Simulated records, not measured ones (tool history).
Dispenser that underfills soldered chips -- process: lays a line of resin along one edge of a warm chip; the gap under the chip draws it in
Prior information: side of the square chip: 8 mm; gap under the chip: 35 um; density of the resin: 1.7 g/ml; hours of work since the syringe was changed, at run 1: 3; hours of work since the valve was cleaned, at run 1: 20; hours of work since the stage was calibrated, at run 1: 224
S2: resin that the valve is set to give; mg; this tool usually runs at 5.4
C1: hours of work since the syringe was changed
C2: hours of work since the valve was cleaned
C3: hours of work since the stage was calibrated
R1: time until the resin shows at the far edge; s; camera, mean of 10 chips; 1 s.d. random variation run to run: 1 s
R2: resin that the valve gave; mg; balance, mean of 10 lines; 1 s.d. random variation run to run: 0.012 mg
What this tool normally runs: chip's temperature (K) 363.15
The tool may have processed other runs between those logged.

{"run": 1, "hour": 0.0, "chip's temperature (K)": 363.15, "S2": 5.4, "C1": 3, "C2": 20, "C3": 224, "R1": 124.6, "R2": 5.36}
{"run": 2, "hour": 5.2, "chip's temperature (K)": 363.15, "S2": 5.95, "C1": 7, "C2": 24, "C3": 228, "R1": 162.6, "R2": 5.88}
{"hour": 7.8, "done": "new syringe of resin"}
{"run": 3, "hour": 11.1, "chip's temperature (K)": 363.15, "S2": 5.95, "C1": 2, "C2": 28, "C3": 232, "R1": 114.5, "R2": 5.87}
{"run": 4, "hour": 15.5, "chip's temperature (K)": 363.15, "S2": 5.95, "C1": 5, "C2": 31, "C3": 235, "R1": 142.7, "R2": 5.87}
{"hour": 20.2, "done": "new syringe of resin"}
{"run": 5, "hour": 20.9, "chip's temperature (K)": 363.15, "S2": 5.95, "C1": 0, "C2": 35, "C3": 238, "R1": 99.1, "R2": 5.88}
{"run": 6, "hour": 26.1, "chip's temperature (K)": 349.15, "S2": 5.4, "C1": 4, "C2": 38, "C3": 242, "R1": 266.3, "R2": 5.32}
{"hour": 32.4, "done": "new syringe of resin"}
{"hour": 33.8, "done": "dispensing valve cleaned and set on the balance"}
{"run": 7, "hour": 35.6, "chip's temperature (K)": 349.15, "S2": 5.4, "C1": 2, "C2": 1, "C3": 248, "R1": 211.3, "R2": 5.38}
{"run": 8, "hour": 43.5, "chip's temperature (K)": 349.15, "S2": 5.4, "C1": 7, "C2": 7, "C3": 254, "R1": 323.1, "R2": 5.38}
{"hour": 46.2, "done": "new syringe of resin"}
{"run": 9, "hour": 48.7, "chip's temperature (K)": 363.15, "S2": 5.4, "C1": 2, "C2": 10, "C3": 257, "R1": 110.7, "R2": 5.39}
{"run": 10, "hour": 53.1, "chip's temperature (K)": 363.15, "S2": 5.4, "C1": 5, "C2": 14, "C3": 260, "R1": 139.2, "R2": 5.38}
{"hour": 59.1, "done": "new syringe of resin"}
{"run": 11, "hour": 60.7, "chip's temperature (K)": 363.15, "S2": 5.4, "C1": 1, "C2": 19, "C3": 265, "R1": 104.7, "R2": 5.37}
{"run": 12, "hour": 66.8, "chip's temperature (K)": 363.15, "S2": 5.4, "C1": 5, "C2": 23, "C3": 270, "R1": 144.9, "R2": 5.35}
{"run": 13, "hour": 70.9, "chip's temperature (K)": 363.15, "S2": 5.4, "C1": 8, "C2": 26, "C3": 273, "R1": 184.1, "R2": 5.36}
{"hour": 71.8, "done": "new syringe of resin"}
{"run": 14, "hour": 78.9, "chip's temperature (K)": 363.15, "S2": 5.34, "C1": 5, "C2": 31, "C3": 278, "R1": 138.9, "R2": 5.27}
{"run": 15, "hour": 83.6, "chip's temperature (K)": 377.15, "S2": 5.4, "C1": 8, "C2": 35, "C3": 282, "R1": 96.3, "R2": 5.35}
{"hour": 84.4, "done": "new syringe of resin"}
{"run": 16, "hour": 89.1, "chip's temperature (K)": 371.15, "S2": 6.57, "C1": 3, "C2": 39, "C3": 285, "R1": 81.8, "R2": 6.48}
{"hour": 96.2, "done": "dispensing valve cleaned and set on the balance"}
{"hour": 97.9, "done": "new syringe of resin"}
{"run": 17, "hour": 98.3, "chip's temperature (K)": 357.15, "S2": 6.91, "C1": 0, "C2": 1, "C3": 291, "R1": 125, "R2": 6.87}
{"run": 18, "hour": 104.3, "chip's temperature (K)": 368.15, "S2": 5.61, "C1": 5, "C2": 6, "C3": 295, "R1": 104.2, "R2": 5.58}
{"hour": 110.6, "done": "new syringe of resin"}
{"run": 19, "hour": 110.8, "chip's temperature (K)": 368.15, "S2": 5.61, "C1": 0, "C2": 10, "C3": 300, "R1": 74.7, "R2": 5.56}
{"run": 20, "hour": 117.3, "chip's temperature (K)": 373.15, "S2": 5.4, "C1": 5, "C2": 15, "C3": 304, "R1": 86.1, "R2": 5.32}
{"run": 21, "hour": 121.5, "chip's temperature (K)": 360.15, "S2": 6.07, "C1": 8, "C2": 18, "C3": 307, "R1": 195.1, "R2": 5.99}
{"hour": 123.4, "done": "new syringe of resin"}
{"run": 22, "hour": 129.7, "chip's temperature (K)": 360.15, "S2": 4.74, "C1": 5, "C2": 23, "C3": 313, "R1": 159.4, "R2": 4.67}
{"hour": 135.7, "done": "new syringe of resin"}
{"run": 23, "hour": 138.6, "chip's temperature (K)": 360.15, "S2": 4.74, "C1": 2, "C2": 29, "C3": 319, "R1": 132.3, "R2": 4.68}
{"run": 24, "hour": 143.3, "chip's temperature (K)": 350.15, "S2": 4.83, "C1": 5, "C2": 33, "C3": 322, "R1": 275.6, "R2": 4.73}

Predict the results of run 25:
{"hour": 148.2, "done": "new syringe of resin"}
{"run": 25, "hour": 149.7, "chip's temperature (K)": 369.15, "S2": 4.84, "C1": 1, "C2": 37, "C3": 327, "R1": "?", "R2": "?"}

R1: 82.7 s
R2: 4.74 mg
The same run, on a tool lacking any hidden state, would have yielded R1 77.6 s, R2 4.83 mg.
